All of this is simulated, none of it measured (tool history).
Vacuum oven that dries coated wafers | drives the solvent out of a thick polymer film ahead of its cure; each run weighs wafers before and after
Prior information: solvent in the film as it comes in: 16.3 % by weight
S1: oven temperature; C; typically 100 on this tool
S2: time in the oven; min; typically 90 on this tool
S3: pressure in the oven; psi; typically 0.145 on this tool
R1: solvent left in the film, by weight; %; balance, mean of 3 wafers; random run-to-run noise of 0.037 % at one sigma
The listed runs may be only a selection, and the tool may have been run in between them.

run 1 day=0.000 | S1=100 S2=90 S3=0.145 | R1=2.82
run 2 day=1.162 | S1=115 S2=90 S3=0.145 | R1=0.47
run 3 day=2.371 | S1=115 S2=90 S3=0.145 | R1=0.49
run 4 day=3.058 | S1=100 S2=94 S3=0.145 | R1=2.59
run 5 day=3.700 | S1=100 S2=94 S3=0.145 | R1=2.58
run 6 day=4.912 | S1=100 S2=94 S3=0.122 | R1=2.54
run 7 day=6.108 | S1=100 S2=94 S3=0.122 | R1=2.45
run 8 day=7.246 | S1=100 S2=90 S3=0.145 | R1=2.85
run 9 day=8.462 | S1=100 S2=90 S3=0.145 | R1=2.71
run 10 day=9.071 | S1=100 S2=90 S3=0.145 | R1=2.72
run 11 day=10.308 | S1=100 S2=90 S3=0.145 | R1=2.82
run 12 day=11.208 | S1=100 S2=90 S3=0.145 | R1=2.71
run 13 day=12.071 | S1=86 S2=90 S3=0.145 | R1=7.19
run 14 day=12.971 | S1=86 S2=90 S3=0.145 | R1=7.23
run 15 day=13.633 | S1=100 S2=90 S3=0.145 | R1=2.69
run 16 day=14.746 | S1=100 S2=90 S3=0.145 | R1=2.79
run 17 day=15.438 | S1=100 S2=90 S3=0.145 | R1=2.71
run 18 day=16.512 | S1=100 S2=90 S3=0.145 | R1=2.68
run 19 day=17.667 | S1=100 S2=157 S3=0.145 | R1=1.26
run 20 day=18.312 | S1=100 S2=157 S3=0.145 | R1=1.19
run 21 day=19.142 | S1=105 S2=62 S3=0.106 | R1=2.76
run 22 day=20.354 | S1=111 S2=78 S3=0.129 | R1=0.99
-- day=20.812 vacuum gauge cleaned of residue and calibrated
run 23 day=21.662 | S1=85 S2=95 S3=0.302 | R1=7.50
run 24 day=22.908 | S1=85 S2=95 S3=0.302 | R1=7.49
run 25 day=24.017 | S1=100 S2=60 S3=0.557 | R1=5.22
run 26 day=24.892 | S1=97 S2=132 S3=0.178 | R1=1.99
run 27 day=25.704 | S1=100 S2=56 S3=0.183 | R1=4.63
run 28 day=26.867 | S1=100 S2=99 S3=0.183 | R1=2.30
run 29 day=27.750 | S1=100 S2=99 S3=0.183 | R1=2.28
run 30 day=28.512 | S1=98 S2=160 S3=0.254 | R1=1.51
run 31 day=29.154 | S1=100 S2=138 S3=0.145 | R1=1.24
run 32 day=29.692 | S1=100 S2=138 S3=0.145 | R1=1.27
run 33 day=30.221 | S1=100 S2=103 S3=0.136 | R1=2.01
run 34 day=30.996 | S1=114 S2=100 S3=0.235 | R1=0.44
run 35 day=31.646 | S1=114 S2=100 S3=0.235 | R1=0.51
run 36 day=32.696 | S1=100 S2=157 S3=0.321 | R1=1.48
run 37 day=33.212 | S1=100 S2=157 S3=0.321 | R1=1.49
run 38 day=34.217 | S1=101 S2=157 S3=0.251 | R1=1.13

Here are 4 independent what-if runs from the current tool condition. What would each one return?
run A day=35.296 | S1=112 S2=88 S3=0.145 | R1=?
run B day=35.296 | S1=95 S2=157 S3=0.518 | R1=?
run C day=35.296 | S1=89 S2=92 S3=0.251 | R1=?
run D day=35.296 | S1=101 S2=94 S3=0.142 | R1=?

run=A R1=0.58
run=B R1=3.04
run=C R1=6.17
run=D R1=2.14
What these runs would have given with no unlogged condition in the tool:
run=A R1=0.64
run=B R1=3.24
run=C R1=6.45
run=D R1=2.33

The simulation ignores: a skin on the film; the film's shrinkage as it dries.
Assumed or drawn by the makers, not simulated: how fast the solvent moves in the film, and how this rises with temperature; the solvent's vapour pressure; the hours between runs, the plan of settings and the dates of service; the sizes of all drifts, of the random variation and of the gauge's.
